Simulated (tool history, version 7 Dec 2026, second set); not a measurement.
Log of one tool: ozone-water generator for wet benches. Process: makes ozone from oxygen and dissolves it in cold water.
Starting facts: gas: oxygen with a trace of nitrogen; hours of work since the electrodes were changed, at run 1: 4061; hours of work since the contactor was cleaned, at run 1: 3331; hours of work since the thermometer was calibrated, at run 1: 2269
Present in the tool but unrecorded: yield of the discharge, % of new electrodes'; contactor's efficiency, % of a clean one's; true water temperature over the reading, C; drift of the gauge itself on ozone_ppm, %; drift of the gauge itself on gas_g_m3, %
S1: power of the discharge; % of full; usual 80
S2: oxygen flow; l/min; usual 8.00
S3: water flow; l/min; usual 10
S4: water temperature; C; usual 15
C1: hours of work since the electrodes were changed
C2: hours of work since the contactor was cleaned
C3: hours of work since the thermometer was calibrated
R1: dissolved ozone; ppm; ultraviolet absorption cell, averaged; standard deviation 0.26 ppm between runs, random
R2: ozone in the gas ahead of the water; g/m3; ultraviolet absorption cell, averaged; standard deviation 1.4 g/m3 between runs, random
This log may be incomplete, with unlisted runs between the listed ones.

{"run": 1, "hour": 0.0, "S1": 80, "S2": 8.0, "S3": 10, "S4": 15, "C1": 4061, "C2": 3331, "C3": 2269, "R1": 39.4, "R2": 261.5}
{"run": 2, "hour": 131.5, "S1": 80, "S2": 8.0, "S3": 10, "S4": 15, "C1": 4172, "C2": 3442, "C3": 2380, "R1": 39.1, "R2": 262.2}
{"run": 3, "hour": 194.4, "S1": 80, "S2": 5.85, "S3": 10, "S4": 15, "C1": 4225, "C2": 3495, "C3": 2433, "R1": 42.8, "R2": 311.9}
{"run": 4, "hour": 255.3, "S1": 80, "S2": 5.85, "S3": 10, "S4": 15, "C1": 4276, "C2": 3546, "C3": 2485, "R1": 42.8, "R2": 312.2}
{"run": 5, "hour": 319.1, "S1": 80, "S2": 5.85, "S3": 10, "S4": 15, "C1": 4330, "C2": 3600, "C3": 2539, "R1": 42.5, "R2": 312.5}
{"run": 6, "hour": 393.2, "S1": 80, "S2": 5.85, "S3": 10, "S4": 15, "C1": 4393, "C2": 3663, "C3": 2601, "R1": 42.3, "R2": 311.3}
{"run": 7, "hour": 491.2, "S1": 80, "S2": 5.85, "S3": 10, "S4": 15, "C1": 4475, "C2": 3745, "C3": 2684, "R1": 42.6, "R2": 311.0}
{"run": 8, "hour": 589.3, "S1": 80, "S2": 8.0, "S3": 7, "S4": 15, "C1": 4558, "C2": 3828, "C3": 2767, "R1": 49.3, "R2": 259.8}
{"run": 9, "hour": 721.2, "S1": 80, "S2": 8.0, "S3": 7, "S4": 15, "C1": 4670, "C2": 3939, "C3": 2878, "R1": 49.9, "R2": 260.8}
{"run": 10, "hour": 837.2, "S1": 80, "S2": 8.0, "S3": 7, "S4": 15, "C1": 4767, "C2": 4037, "C3": 2976, "R1": 49.4, "R2": 259.8}
{"run": 11, "hour": 916.9, "S1": 80, "S2": 8.01, "S3": 6, "S4": 18, "C1": 4835, "C2": 4105, "C3": 3043, "R1": 50.1, "R2": 260.3}
{"run": 12, "hour": 1053.4, "S1": 80, "S2": 13.38, "S3": 8, "S4": 15, "C1": 4950, "C2": 4220, "C3": 3158, "R1": 37.9, "R2": 194.5}
{"run": 13, "hour": 1152.4, "S1": 80, "S2": 13.38, "S3": 8, "S4": 15, "C1": 5033, "C2": 4303, "C3": 3242, "R1": 37.6, "R2": 193.4}
{"run": 14, "hour": 1240.8, "S1": 80, "S2": 13.38, "S3": 8, "S4": 15, "C1": 5108, "C2": 4378, "C3": 3316, "R1": 38.2, "R2": 192.9}
{"hour": 1357.6, "done": "contactor cleaned"}
{"run": 15, "hour": 1357.6, "S1": 79, "S2": 5.2, "S3": 9, "S4": 15, "C1": 5203, "C2": 0, "C3": 3412, "R1": 47.1, "R2": 328.2}
{"run": 16, "hour": 1491.3, "S1": 69, "S2": 8.0, "S3": 8, "S4": 15, "C1": 5316, "C2": 113, "C3": 3524, "R1": 40.4, "R2": 228.1}
{"run": 17, "hour": 1576.8, "S1": 78, "S2": 6.75, "S3": 8, "S4": 15, "C1": 5388, "C2": 185, "C3": 3597, "R1": 47.0, "R2": 278.6}

Branching from run 17: 5 alternative next runs. What would each branch give?
{"run": "A", "hour": 1649.2, "S1": 80, "S2": 8.0, "S3": 10, "S4": 15, "C1": 5449, "C2": 246, "C3": 3658, "R1": "?", "R2": "?"}
{"run": "B", "hour": 1649.2, "S1": 78, "S2": 5.19, "S3": 8, "S4": 11, "C1": 5449, "C2": 246, "C3": 3658, "R1": "?", "R2": "?"}
{"run": "C", "hour": 1649.2, "S1": 67, "S2": 8.0, "S3": 10, "S4": 15, "C1": 5449, "C2": 246, "C3": 3658, "R1": "?", "R2": "?"}
{"run": "D", "hour": 1649.2, "S1": 44, "S2": 6.75, "S3": 8, "S4": 16, "C1": 5449, "C2": 246, "C3": 3658, "R1": "?", "R2": "?"}
{"run": "E", "hour": 1649.2, "S1": 74, "S2": 8.0, "S3": 10, "S4": 15, "C1": 5449, "C2": 246, "C3": 3658, "R1": "?", "R2": "?"}

run=A R1=39.4 R2=258.5
run=B R1=54.3 R2=325.0
run=C R1=34.1 R2=222.5
run=D R1=28.6 R2=172.1
run=E R1=37.1 R2=239.5
Stripped of hidden state, with their random variation kept, the same runs would have yielded:
run=A R1=39.5 R2=262.7
run=B R1=54.4 R2=330.3
run=C R1=34.2 R2=226.1
run=D R1=28.6 R2=174.7
run=E R1=37.2 R2=243.3

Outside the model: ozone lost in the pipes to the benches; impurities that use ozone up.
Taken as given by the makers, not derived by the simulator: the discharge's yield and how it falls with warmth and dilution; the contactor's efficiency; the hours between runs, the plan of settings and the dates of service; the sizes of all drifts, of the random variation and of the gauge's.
